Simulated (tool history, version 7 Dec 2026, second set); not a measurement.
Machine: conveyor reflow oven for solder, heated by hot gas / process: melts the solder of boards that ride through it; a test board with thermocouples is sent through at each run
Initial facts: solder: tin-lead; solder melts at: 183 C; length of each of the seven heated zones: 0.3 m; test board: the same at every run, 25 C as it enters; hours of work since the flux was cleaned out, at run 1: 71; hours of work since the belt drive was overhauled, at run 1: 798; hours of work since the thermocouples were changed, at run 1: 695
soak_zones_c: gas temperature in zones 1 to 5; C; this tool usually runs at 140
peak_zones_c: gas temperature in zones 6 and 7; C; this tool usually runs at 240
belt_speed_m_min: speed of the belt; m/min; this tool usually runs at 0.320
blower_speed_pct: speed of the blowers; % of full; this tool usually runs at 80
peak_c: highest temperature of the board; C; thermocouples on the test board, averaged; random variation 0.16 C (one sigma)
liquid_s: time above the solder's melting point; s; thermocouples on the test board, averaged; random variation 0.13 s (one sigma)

run     day  soak_zones_c  peak_zones_c  belt_speed_m_min  blower_speed_pct  hours of work since the flux was cleaned out  hours of work since the belt drive was overhauled  hours of work since the thermocouples were changed  peak_c  liquid_s
  1   0.000           140           240             0.320                80                                            71                                                798                                                 695   229.8      99.4
  2   2.100           140           240             0.320                80                                           109                                                836                                                 733   229.6      98.9
  3   3.829           140           240             0.320                80                                           140                                                867                                                 764   230.1      98.9
  4   7.321           138           240             0.320                80                                           203                                                930                                                 827   229.6      97.8
  5  10.496           140           240             0.320                80                                           261                                                988                                                 884   229.7      98.5
     10.962  -- belt drive overhauled, speed set with a stopwatch
     12.483  -- flux residue cleaned out of gas plates and filters
  6  13.567           140           234             0.290                79                                            20                                                 43                                                 933   227.5     108.6
  7  16.642           140           234             0.290                79                                            75                                                 99                                                 989   227.5     108.7
  8  19.796           151           228             0.335                82                                           132                                                156                                                1046   220.4      93.5
  9  21.329           151           228             0.335                55                                           160                                                184                                                1073   212.9      83.5
     22.079  -- belt drive overhauled, speed set with a stopwatch, once more
 10  24.488           151           249             0.277                79                                           214                                                 43                                                1128   242.5     128.1

Each row is a separate what-if for the run after 10, all from the same tool condition, not one after another. Results?
  A  26.117           151           249             0.343                72                                           243                                                 73                                                1157       ?         ?
  B  26.117           151           254             0.269                79                                           243                                                 73                                                1157       ?         ?
  C  26.117           144           249             0.366                79                                           243                                                 73                                                1157       ?         ?
  D  26.117           146           246             0.322                80                                           243                                                 73                                                1157       ?         ?

run  peak_c  liquid_s
  A   234.8      99.7
  B   247.7     134.7
  C   233.6      89.1
  D   235.7     104.1
Without the tool's hidden state the same runs would have given:
run  peak_c  liquid_s
  A   234.1      98.9
  B   246.3     133.3
  C   233.2      88.7
  D   234.8     103.3
